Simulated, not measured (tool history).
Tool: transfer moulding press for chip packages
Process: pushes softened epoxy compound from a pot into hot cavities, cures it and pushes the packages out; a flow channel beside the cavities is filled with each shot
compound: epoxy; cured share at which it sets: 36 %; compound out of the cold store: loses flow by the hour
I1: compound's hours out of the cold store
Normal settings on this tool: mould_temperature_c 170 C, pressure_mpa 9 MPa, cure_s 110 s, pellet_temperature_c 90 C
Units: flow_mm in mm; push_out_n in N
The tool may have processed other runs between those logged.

{"run": 1, "hour": 0.0, "mould_temperature_c": 170, "pressure_mpa": 9, "cure_s": 110, "pellet_temperature_c": 90, "I1": 14.7, "flow_mm": 602, "push_out_n": 603}
{"hour": 19.1, "done": "cavities cleaned with cleaning compound and waxed"}
{"run": 2, "hour": 35.3, "mould_temperature_c": 170, "pressure_mpa": 9, "cure_s": 110, "pellet_temperature_c": 90, "I1": 45.7, "flow_mm": 514, "push_out_n": 387}
{"run": 3, "hour": 56.5, "mould_temperature_c": 170, "pressure_mpa": 9, "cure_s": 110, "pellet_temperature_c": 90, "I1": 15.1, "flow_mm": 599, "push_out_n": 481}
{"run": 4, "hour": 88.7, "mould_temperature_c": 170, "pressure_mpa": 9, "cure_s": 110, "pellet_temperature_c": 90, "I1": 25.2, "flow_mm": 566, "push_out_n": 544}
{"run": 5, "hour": 114.8, "mould_temperature_c": 170, "pressure_mpa": 9, "cure_s": 117, "pellet_temperature_c": 90, "I1": 10.5, "flow_mm": 611, "push_out_n": 554}
{"hour": 131.6, "done": "cavities cleaned with cleaning compound and waxed"}
{"run": 6, "hour": 144.1, "mould_temperature_c": 170, "pressure_mpa": 9, "cure_s": 117, "pellet_temperature_c": 90, "I1": 35.8, "flow_mm": 537, "push_out_n": 338}
{"run": 7, "hour": 163.9, "mould_temperature_c": 170, "pressure_mpa": 9, "cure_s": 117, "pellet_temperature_c": 90, "I1": 43.1, "flow_mm": 518, "push_out_n": 385}
{"run": 8, "hour": 181.7, "mould_temperature_c": 170, "pressure_mpa": 9, "cure_s": 97, "pellet_temperature_c": 90, "I1": 36.1, "flow_mm": 537, "push_out_n": 631}
{"hour": 204.9, "done": "plunger's sealing rings changed"}
{"run": 9, "hour": 211.1, "mould_temperature_c": 170, "pressure_mpa": 9, "cure_s": 114, "pellet_temperature_c": 90, "I1": 17.4, "flow_mm": 598, "push_out_n": 560}
{"run": 10, "hour": 232.5, "mould_temperature_c": 170, "pressure_mpa": 9, "cure_s": 114, "pellet_temperature_c": 90, "I1": 11.1, "flow_mm": 617, "push_out_n": 573}
{"hour": 245.4, "done": "cavities cleaned with cleaning compound and waxed"}
{"run": 11, "hour": 266.6, "mould_temperature_c": 170, "pressure_mpa": 9, "cure_s": 114, "pellet_temperature_c": 90, "I1": 36.2, "flow_mm": 543, "push_out_n": 369}
{"run": 12, "hour": 296.7, "mould_temperature_c": 170, "pressure_mpa": 9, "cure_s": 110, "pellet_temperature_c": 90, "I1": 22.8, "flow_mm": 578, "push_out_n": 526}
{"run": 13, "hour": 314.0, "mould_temperature_c": 170, "pressure_mpa": 9, "cure_s": 137, "pellet_temperature_c": 95, "I1": 28.3, "flow_mm": 561, "push_out_n": 447}
{"run": 14, "hour": 339.3, "mould_temperature_c": 176, "pressure_mpa": 8.24, "cure_s": 113, "pellet_temperature_c": 82, "I1": 36, "flow_mm": 507, "push_out_n": 465}
{"hour": 357.6, "done": "cavities cleaned with cleaning compound and waxed"}
{"run": 15, "hour": 375.0, "mould_temperature_c": 176, "pressure_mpa": 8.24, "cure_s": 140, "pellet_temperature_c": 82, "I1": 22.7, "flow_mm": 542, "push_out_n": 286}
{"run": 16, "hour": 401.1, "mould_temperature_c": 169, "pressure_mpa": 9, "cure_s": 94, "pellet_temperature_c": 90, "I1": 22.2, "flow_mm": 577, "push_out_n": 749}
{"run": 17, "hour": 429.7, "mould_temperature_c": 172, "pressure_mpa": 9, "cure_s": 94, "pellet_temperature_c": 90, "I1": 27.5, "flow_mm": 554, "push_out_n": 677}
{"run": 18, "hour": 457.3, "mould_temperature_c": 173, "pressure_mpa": 7.4, "cure_s": 110, "pellet_temperature_c": 90, "I1": 44.8, "flow_mm": 462, "push_out_n": 500}
{"hour": 470.0, "done": "cavities cleaned with cleaning compound and waxed"}
{"hour": 476.1, "done": "plunger's sealing rings changed"}
{"run": 19, "hour": 494.0, "mould_temperature_c": 173, "pressure_mpa": 7.4, "cure_s": 110, "pellet_temperature_c": 90, "I1": 11.9, "flow_mm": 554, "push_out_n": 360}
{"run": 20, "hour": 512.3, "mould_temperature_c": 170, "pressure_mpa": 9, "cure_s": 128, "pellet_temperature_c": 86, "I1": 34.8, "flow_mm": 549, "push_out_n": 394}
{"run": 21, "hour": 538.6, "mould_temperature_c": 168, "pressure_mpa": 9, "cure_s": 106, "pellet_temperature_c": 90, "I1": 33, "flow_mm": 557, "push_out_n": 687}
{"run": 22, "hour": 555.9, "mould_temperature_c": 171, "pressure_mpa": 9.23, "cure_s": 128, "pellet_temperature_c": 80, "I1": 40.1, "flow_mm": 539, "push_out_n": 470}
{"run": 23, "hour": 576.6, "mould_temperature_c": 177, "pressure_mpa": 8.14, "cure_s": 128, "pellet_temperature_c": 80, "I1": 33.1, "flow_mm": 514, "push_out_n": 448}
{"hour": 585.7, "done": "cavities cleaned with cleaning compound and waxed"}
{"run": 24, "hour": 602.2, "mould_temperature_c": 164, "pressure_mpa": 7.61, "cure_s": 92, "pellet_temperature_c": 90, "I1": 27.2, "flow_mm": 533, "push_out_n": 934}

Alternative continuations, all from the tool just after run 24; predict every row:
{"run": "A", "hour": 630.3, "mould_temperature_c": 170, "pressure_mpa": 7.92, "cure_s": 110, "pellet_temperature_c": 97, "I1": 44.9, "flow_mm": "?", "push_out_n": "?"}
{"run": "B", "hour": 630.3, "mould_temperature_c": 171, "pressure_mpa": 8.85, "cure_s": 94, "pellet_temperature_c": 90, "I1": 18.4, "flow_mm": "?", "push_out_n": "?"}
{"run": "C", "hour": 630.3, "mould_temperature_c": 170, "pressure_mpa": 9.32, "cure_s": 97, "pellet_temperature_c": 90, "I1": 47.6, "flow_mm": "?", "push_out_n": "?"}

run=A flow_mm=485 push_out_n=476
run=B flow_mm=584 push_out_n=683
run=C flow_mm=521 push_out_n=618
Had the tool no hidden state, the same runs would have come out as:
run=A flow_mm=489 push_out_n=260
run=B flow_mm=589 push_out_n=362
run=C flow_mm=525 push_out_n=330
